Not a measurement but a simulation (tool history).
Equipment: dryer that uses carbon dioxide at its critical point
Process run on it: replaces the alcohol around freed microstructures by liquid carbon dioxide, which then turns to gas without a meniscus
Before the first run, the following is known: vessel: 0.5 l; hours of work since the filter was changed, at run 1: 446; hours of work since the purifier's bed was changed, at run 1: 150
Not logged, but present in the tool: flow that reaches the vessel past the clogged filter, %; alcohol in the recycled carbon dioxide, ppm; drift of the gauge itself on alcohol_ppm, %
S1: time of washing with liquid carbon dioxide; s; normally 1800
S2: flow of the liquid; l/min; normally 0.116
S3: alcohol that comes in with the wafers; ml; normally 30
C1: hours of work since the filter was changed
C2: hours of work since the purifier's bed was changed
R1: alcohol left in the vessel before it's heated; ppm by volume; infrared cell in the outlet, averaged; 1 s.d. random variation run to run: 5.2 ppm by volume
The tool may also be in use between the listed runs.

Run 1, hour 0.0: usual settings; C1 446; C2 150. Result: R1 255 ppm by volume.
Run 2, hour 6.6: usual settings; C1 448; C2 153. Result: R1 250 ppm by volume.
Run 3, hour 16.1: usual settings; C1 452; C2 157. Result: R1 241 ppm by volume.
Run 4, hour 21.2: usual settings; C1 454; C2 159. Result: R1 253 ppm by volume.
Run 5, hour 29.8: usual settings; C1 457; C2 162. Result: R1 249 ppm by volume.
Run 6, hour 39.0: usual settings but S3 67 ml; C1 461; C2 166. Result: R1 568 ppm by volume.
Run 7, hour 44.4: usual settings but S3 67 ml; C1 463; C2 168. Result: R1 564 ppm by volume.
Run 8, hour 54.2: usual settings but S3 67 ml; C1 467; C2 172. Result: R1 564 ppm by volume.
Run 9, hour 65.9: usual settings; C1 471; C2 176. Result: R1 259 ppm by volume.
Run 10, hour 72.2: usual settings; C1 474; C2 179. Result: R1 281 ppm by volume.
Run 11, hour 80.1: usual settings but S2 0.120 l/min; C1 477; C2 182. Result: R1 228 ppm by volume.
Run 12, hour 89.2: usual settings but S2 0.120 l/min; C1 480; C2 185. Result: R1 227 ppm by volume.
Run 13, hour 99.4: usual settings but S2 0.120 l/min; C1 484; C2 189. Result: R1 229 ppm by volume.
Run 14, hour 108.0: usual settings but S2 0.120 l/min; C1 488; C2 192. Result: R1 235 ppm by volume.
Run 15, hour 112.9: usual settings; C1 490; C2 194. Result: R1 261 ppm by volume.
Run 16, hour 121.1: usual settings; C1 493; C2 198. Result: R1 270 ppm by volume.
Run 17, hour 127.3: usual settings; C1 495; C2 200. Result: R1 273 ppm by volume.
Run 18, hour 135.8: usual settings; C1 498; C2 203. Result: R1 280 ppm by volume.
Run 19, hour 146.8: usual settings; C1 503; C2 208. Result: R1 289 ppm by volume.
Run 20, hour 154.2: usual settings but S3 66 ml; C1 506; C2 210. Result: R1 615 ppm by volume.
Run 21, hour 162.0: usual settings but S3 66 ml; C1 509; C2 213. Result: R1 598 ppm by volume.
Run 22, hour 170.8: usual settings but S3 66 ml; C1 512; C2 217. Result: R1 614 ppm by volume.
Run 23, hour 181.5: usual settings but S3 63 ml; C1 516; C2 221. Result: R1 604 ppm by volume.
Run 24, hour 188.0: usual settings but S1 1500 s, S3 63 ml; C1 519; C2 224. Result: R1 1421 ppm by volume.
Run 25, hour 193.2: usual settings but S1 1440 s; C1 521; C2 226. Result: R1 844 ppm by volume.
Run 26, hour 202.4: usual settings but S1 1560 s, S2 0.089 l/min, S3 106 ml; C1 524; C2 229. Result: R1 5595 ppm by volume.
Run 27, hour 207.3: usual settings but S1 1560 s, S2 0.089 l/min, S3 106 ml; C1 526; C2 231. Result: R1 5634 ppm by volume.
Run 28, hour 214.7: usual settings but S1 2760 s, S2 0.131 l/min, S3 37 ml; C1 529; C2 234. Result: R1 34 ppm by volume.
Run 29, hour 222.8: usual settings but S2 0.081 l/min, S3 64 ml; C1 532; C2 237. Result: R1 2806 ppm by volume.
Run 30, hour 232.9: usual settings but S2 0.124 l/min, S3 64 ml; C1 536; C2 241. Result: R1 444 ppm by volume.
Run 31, hour 242.7: usual settings but S1 1440 s, S2 0.126 l/min, S3 27 ml; C1 540; C2 245. Result: R1 543 ppm by volume.
Run 32, hour 248.4: usual settings but S1 1080 s, S2 0.109 l/min, S3 27 ml; C1 542; C2 247. Result: R1 2666 ppm by volume.
Run 33, hour 256.2: usual settings but S1 1080 s, S2 0.109 l/min, S3 27 ml; C1 545; C2 250. Result: R1 2604 ppm by volume.
Run 34, hour 265.9: usual settings but S1 1080 s, S2 0.109 l/min, S3 27 ml; C1 549; C2 254. Result: R1 2666 ppm by volume.
Run 35, hour 276.1: usual settings but S1 1080 s, S2 0.109 l/min, S3 27 ml; C1 553; C2 258. Result: R1 2580 ppm by volume.
Run 36, hour 283.9: usual settings but S1 2220 s, S2 0.159 l/min, S3 61 ml; C1 556; C2 261. Result: R1 49 ppm by volume.
Run 37, hour 291.1: usual settings but S1 2400 s, S2 0.161 l/min, S3 49 ml; C1 559; C2 264. Result: R1 32 ppm by volume.
At hour 293.3: inlet filter changed.
Run 38, hour 302.3: usual settings but S1 2400 s, S2 0.161 l/min, S3 49 ml; C1 4; C2 268. Result: R1 26 ppm by volume.
Run 39, hour 311.7: usual settings but S1 1620 s, S3 36 ml; C1 7; C2 271. Result: R1 257 ppm by volume.
Run 40, hour 318.8: usual settings but S1 2880 s; C1 10; C2 274. Result: R1 24 ppm by volume.
Run 41, hour 329.4: usual settings but S1 2040 s, S2 0.110 l/min, S3 29 ml; C1 14; C2 278. Result: R1 93 ppm by volume.
Run 42, hour 338.9: usual settings but S1 1080 s, S2 0.127 l/min, S3 33 ml; C1 18; C2 282. Result: R1 1026 ppm by volume.
Run 43, hour 347.2: usual settings but S2 0.186 l/min; C1 21; C2 285. Result: R1 29 ppm by volume.
Run 44, hour 356.4: usual settings but S2 0.186 l/min; C1 25; C2 289. Result: R1 33 ppm by volume.
Run 45, hour 362.7: usual settings but S2 0.192 l/min; C1 27; C2 291. Result: R1 39 ppm by volume.
Run 46, hour 373.2: usual settings but S2 0.192 l/min; C1 31; C2 295. Result: R1 42 ppm by volume.
Run 47, hour 382.9: usual settings but S1 2100 s, S2 0.079 l/min, S3 26 ml; C1 35; C2 299. Result: R1 341 ppm by volume.

Some steps in R1, run to run, broken into two amounts with sign: the step expected even without the hidden condition (settings, incoming material, random variation), and the rest, left for the hidden condition together with whatever gauge scatter is not in both the measured and the hidden-condition-free result:
Run 25 -> 26: S1 1440 -> 1560, S2 0.116 -> 0.089, S3 30 -> 106. R1 +4751 ppm by volume: hidden state +2375, all else +2376.
Run 27 -> 28: S1 1560 -> 2760, S2 0.089 -> 0.131, S3 106 -> 37. R1 -5600 ppm by volume: hidden state -2857, all else -2743.
Run 28 -> 29: S1 2760 -> 1800, S2 0.131 -> 0.081, S3 37 -> 64. R1 +2772 ppm by volume: hidden state +1475, all else +1297.
